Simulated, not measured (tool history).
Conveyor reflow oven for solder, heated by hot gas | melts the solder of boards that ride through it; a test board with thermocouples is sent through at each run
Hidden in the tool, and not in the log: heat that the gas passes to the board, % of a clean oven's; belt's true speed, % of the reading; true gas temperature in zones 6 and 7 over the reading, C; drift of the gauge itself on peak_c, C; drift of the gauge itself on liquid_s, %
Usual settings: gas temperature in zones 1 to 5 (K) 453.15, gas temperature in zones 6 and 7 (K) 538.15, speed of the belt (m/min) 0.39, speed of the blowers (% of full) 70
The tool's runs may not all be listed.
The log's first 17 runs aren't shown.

run     day  gas temperature in zones 1 to 5 (K)  gas temperature in zones 6 and 7 (K)  speed of the belt (m/min)  speed of the blowers (% of full)  hours of work since the flux was cleaned out  hours of work since the belt drive was overhauled  hours of work since the thermocouples were changed  highest temperature of the board (K)  time above the solder's melting point (s)
     12.408  -- thermocouples of zones 6 and 7 changed
 18  12.904                               451.15                                538.15                      0.466                                70                                           200                                                409                                                   7                                520.25                                       54.2
 19  14.079                               451.15                                538.15                      0.466                                70                                           218                                                426                                                  25                                519.95                                       54.2
      15.15  -- flux residue cleaned out of gas plates and filters
 20  15.192                               451.15                                538.15                      0.466                                70                                             1                                                440                                                  38                                520.25                                       56.3
 21  16.229                               451.15                                538.15                      0.466                                70                                            16                                                455                                                  53                                520.05                                       55.5
 22   17.35                               451.15                                551.15                       0.38                                53                                            32                                                471                                                  70                                532.85                                       79.1
 23  17.867                               451.15                                551.15                       0.38                                53                                            40                                                479                                                  77                                532.75                                       77.7
 24  19.017                               451.15                                551.15                       0.38                                53                                            57                                                496                                                  94                                532.45                                       78.6
 25  20.088                               453.15                                536.15                       0.39                                87                                            73                                                512                                                 110                                527.55                                       77.1
 26  20.917                               453.15                                536.15                       0.39                                87                                            85                                                524                                                 122                                527.55                                       75.2
 27  21.717                               453.15                                527.15                       0.39                                63                                            97                                                536                                                 134                                514.75                                       62.4
 28    22.4                               453.15                                549.15                      0.414                                54                                           107                                                546                                                 144                                528.45                                       70.1
 29  23.292                               453.15                                549.15                      0.414                                54                                           120                                                559                                                 157                                528.05                                       68.8
 30  24.058                               453.15                                549.15                      0.414                                54                                           131                                                570                                                 169                                528.45                                       69.2

5 ways to go on from here, each from the tool as it stands after run 30. What would each give?
  A  25.088                               457.15                                538.15                       0.43                                70                                           146                                                585                                                 184                                     ?                                          ?
  B  25.088                               467.15                                549.15                      0.333                                54                                           146                                                585                                                 184                                     ?                                          ?
  C  25.088                               453.15                                535.15                      0.345                                51                                           146                                                585                                                 184                                     ?                                          ?
  D  25.088                               453.15                                538.15                       0.39                                70                                           146                                                585                                                 184                                     ?                                          ?
  E  25.088                               445.15                                549.15                      0.423                                58                                           146                                                585                                                 184                                     ?                                          ?

run  highest temperature of the board (K)  time above the solder's melting point (s)
  A                                523.75                                       66.4
  B                                537.95                                        103
  C                                520.85                                       78.5
  D                                526.05                                       73.7
  E                                528.05                                       63.5
Without the tool's hidden state the same runs would have given:
run  highest temperature of the board (K)  time above the solder's melting point (s)
  A                                523.65                                       65.7
  B                                537.75                                      101.6
  C                                520.55                                       77.3
  D                                525.95                                       72.9
  E                                527.95                                       62.7
